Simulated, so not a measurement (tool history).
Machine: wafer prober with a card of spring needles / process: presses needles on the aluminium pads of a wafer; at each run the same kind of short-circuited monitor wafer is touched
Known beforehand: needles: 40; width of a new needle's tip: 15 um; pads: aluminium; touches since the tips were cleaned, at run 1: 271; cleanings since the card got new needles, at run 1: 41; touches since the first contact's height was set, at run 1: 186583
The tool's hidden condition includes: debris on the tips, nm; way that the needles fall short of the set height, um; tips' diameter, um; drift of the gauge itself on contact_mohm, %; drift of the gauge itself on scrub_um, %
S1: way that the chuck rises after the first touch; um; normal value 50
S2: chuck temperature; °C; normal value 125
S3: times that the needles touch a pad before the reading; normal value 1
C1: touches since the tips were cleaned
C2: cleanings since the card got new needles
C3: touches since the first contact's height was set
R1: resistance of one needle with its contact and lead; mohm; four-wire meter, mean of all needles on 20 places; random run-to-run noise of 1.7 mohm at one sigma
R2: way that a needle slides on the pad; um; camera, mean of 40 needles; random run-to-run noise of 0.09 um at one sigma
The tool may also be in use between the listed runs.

run   hour  S1   S2  S3    C1  C2      C3   R1     R2
  1      0  50  125   1   271  41  186583  184  12.61
      17.5  -- tips cleaned on abrasive film
  2   26.5  50  125   1  1955  42  192326  201  12.41
      35.4  -- tips cleaned on abrasive film
  3     48  50   76   1  2735  43  196996  207  12.38
      53.4  -- tips cleaned on abrasive film
  4   61.7  50   76   1  1801  44  199959  197   12.4
        72  -- tips cleaned on abrasive film
  5   83.9  50  125   1  2585  45  204772  207   12.5
      89.8  -- tips cleaned on abrasive film
  6   98.4  50  125   1  1882  46  207920  202  12.42
     107.6  -- tips cleaned on abrasive film
  7  120.7  50  125   1  2860  47  212752  216  12.27
     125.1  -- tips cleaned on abrasive film
  8  140.5  50  125   1  3355  48  217052  217   12.3
     142.9  -- tips cleaned on abrasive film
  9  159.9  50  125   1  3711  49  221249  218  12.28
       162  -- tips cleaned on abrasive film
     180.2  -- tips cleaned on abrasive film
 10  180.2  50  125   1     0  51  225617  173  12.28
 11  191.7  50  125   1  2513  51  228130  209  12.33
     197.9  -- tips cleaned on abrasive film
 12  207.5  50  125   2  2089  52  231552  192  12.26
       218  -- tips cleaned on abrasive film
     218.3  -- height of the first contact set anew
 13  231.5  60   32   1  2866  53    2866  187  14.68
     236.1  -- tips cleaned on abrasive film
 14    245  60   32   1  1924  54    5789  178  14.59
     253.9  -- tips cleaned on abrasive film
     260.2  -- height of the first contact set anew, once more
 15  267.8  60   29   1  2957  55    1653  179  16.41
     272.7  -- tips cleaned on abrasive film
 16  289.8  60   29   1  3738  56    6432  188  16.34
     291.6  -- tips cleaned on abrasive film
     309.4  -- tips cleaned on abrasive film
 17  315.7  60   29   1  1384  58   12030  168  16.34
     329.3  -- tips cleaned on abrasive film
 18  329.9  60   29   2   140  59   15102  154  16.21
       347  -- tips cleaned on abrasive film
 19  350.5  36   66   1   757  60   19563  197   9.71
     365.9  -- tips cleaned on abrasive film
 20  375.4  50   33   1  2075  61   24976  185  13.55
     385.6  -- tips cleaned on abrasive film
 21  394.5  64   33   1  1945  62   29103  171   17.4
     404.7  -- tips cleaned on abrasive film
 22  416.7  64   33   1  2628  63   33927  173   17.1
     422.5  -- tips cleaned on abrasive film
 23  439.3  64   33   1  3667  64   38822  184   17.3
       441  -- tips cleaned on abrasive film
 24  455.7  40  113   3  3211  65   42385  196  10.69

For each run, the measured value with the value that run would have given without the tool's hidden condition subtracted. The run-to-run variation is shared by both, the gauge scatter possibly not:
run   R1     R2
  1  +12  -1.23
  2  +33  -1.24
  3  +44  -1.28
  4  +36   -1.3
  5  +41  -1.34
  6  +33  -1.34
  7  +45  -1.37
  8  +49  -1.41
  9  +51  -1.43
 10   +7   -1.5
 11  +39  -1.49
 12  +25  -1.53
 13  +36  -1.72
 14  +29  -1.75
 15  +29     +0
 16  +37  -0.03
 17  +19  -0.11
 18   +4  -0.12
 19  +32  -0.14
 20  +33  -0.19
 21  +22   -0.2
 22  +26  -0.23
 23  +34  -0.27
 24  +26  -0.29
